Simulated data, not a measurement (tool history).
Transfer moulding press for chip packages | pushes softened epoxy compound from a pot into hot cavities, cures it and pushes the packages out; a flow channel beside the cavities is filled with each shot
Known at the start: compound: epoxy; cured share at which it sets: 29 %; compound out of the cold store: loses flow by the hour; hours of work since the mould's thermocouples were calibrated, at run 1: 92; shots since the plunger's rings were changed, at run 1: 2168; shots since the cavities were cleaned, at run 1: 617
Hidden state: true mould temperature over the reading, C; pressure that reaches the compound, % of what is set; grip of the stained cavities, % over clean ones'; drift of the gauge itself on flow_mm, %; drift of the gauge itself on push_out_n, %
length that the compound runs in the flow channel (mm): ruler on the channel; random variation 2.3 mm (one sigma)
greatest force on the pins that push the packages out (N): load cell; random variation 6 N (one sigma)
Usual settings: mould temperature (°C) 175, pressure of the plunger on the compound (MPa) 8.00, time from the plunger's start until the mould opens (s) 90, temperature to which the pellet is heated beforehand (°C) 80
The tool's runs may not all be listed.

run,hour,mould temperature (°C),pressure of the plunger on the compound (MPa),time from the plunger's start until the mould opens (s),temperature to which the pellet is heated beforehand (°C),hours of work since the mould's thermocouples were calibrated,shots since the plunger's rings were changed,shots since the cavities were cleaned,incoming compound's hours out of the cold store,length that the compound runs in the flow channel (mm),greatest force on the pins that push the packages out (N)
1,0.0,175,8.00,90,80,92,2168,617,33.2,490,228
# hour 35.6: cavities cleaned with cleaning compound and waxed
2,65.8,175,8.00,129,80,122,2742,270,30.8,494,176
# hour 137.7: cavities cleaned with cleaning compound and waxed
3,137.7,171,8.00,129,80,156,3371,0,44.2,469,178
# hour 162.8: plunger's sealing rings changed
4,194.4,171,8.00,129,84,182,282,483,32.3,500,171
# hour 246.5: cavities cleaned with cleaning compound and waxed
5,281.2,170,8.00,129,84,222,1044,310,38.7,488,185
6,341.0,170,8.00,90,80,250,1578,844,27.8,514,336
# hour 352.0: cavities cleaned with cleaning compound and waxed
7,408.0,170,8.00,90,84,282,2163,500,9.0,557,349
# hour 454.5: cavities cleaned with cleaning compound and waxed
8,478.5,170,8.00,90,84,314,2779,214,11.4,547,354
9,539.2,175,8.00,90,80,343,3321,756,46.9,456,226
# hour 563.2: cavities cleaned with cleaning compound and waxed
# hour 571.9: plunger's sealing rings changed
10,595.2,175,8.00,90,80,368,208,263,31.2,494,241
11,633.5,175,8.00,90,80,386,551,606,14.6,531,240
# hour 672.4: cavities cleaned with cleaning compound and waxed
12,714.4,175,8.00,90,80,424,1260,375,34.2,484,239
13,771.2,175,8.00,90,80,451,1766,881,37.7,479,225
# hour 776.8: cavities cleaned with cleaning compound and waxed
14,838.5,170,8.00,79,80,482,2354,551,27.1,512,450
# hour 882.9: cavities cleaned with cleaning compound and waxed
15,888.4,171,6.16,79,80,505,2787,50,11.8,477,455
16,939.4,171,7.18,77,73,529,3242,505,23.2,492,484
# hour 979.8: plunger's sealing rings changed
# hour 987.3: cavities cleaned with cleaning compound and waxed
17,1019.8,171,7.18,77,73,566,344,290,32.7,471,465
18,1074.4,171,7.18,77,73,592,831,777,21.4,500,478
# hour 1090.9: cavities cleaned with cleaning compound and waxed
19,1152.6,175,9.10,90,80,628,1516,550,9.6,578,241
# hour 1196.2: cavities cleaned with cleaning compound and waxed
20,1240.9,179,9.29,90,80,669,2291,399,12.0,569,214
# hour 1299.0: cavities cleaned with cleaning compound and waxed
21,1299.0,175,8.00,84,87,696,2797,0,8.5,548,274
# hour 1309.2: mould's thermocouples calibrated
22,1345.8,175,8.00,84,87,17,3197,400,28.8,494,265
# hour 1393.5: plunger's sealing rings changed
23,1393.7,175,8.00,96,78,39,2,805,32.5,492,216

Forecast run 24:
# hour 1404.7: cavities cleaned with cleaning compound and waxed
24,1473.4,175,8.00,96,78,76,701,614,30.8,?,?

length that the compound runs in the flow channel (mm): 495
greatest force on the pins that push the packages out (N): 217
Without the tool's hidden state the same run would have given length that the compound runs in the flow channel (mm) 496, greatest force on the pins that push the packages out (N) 214.
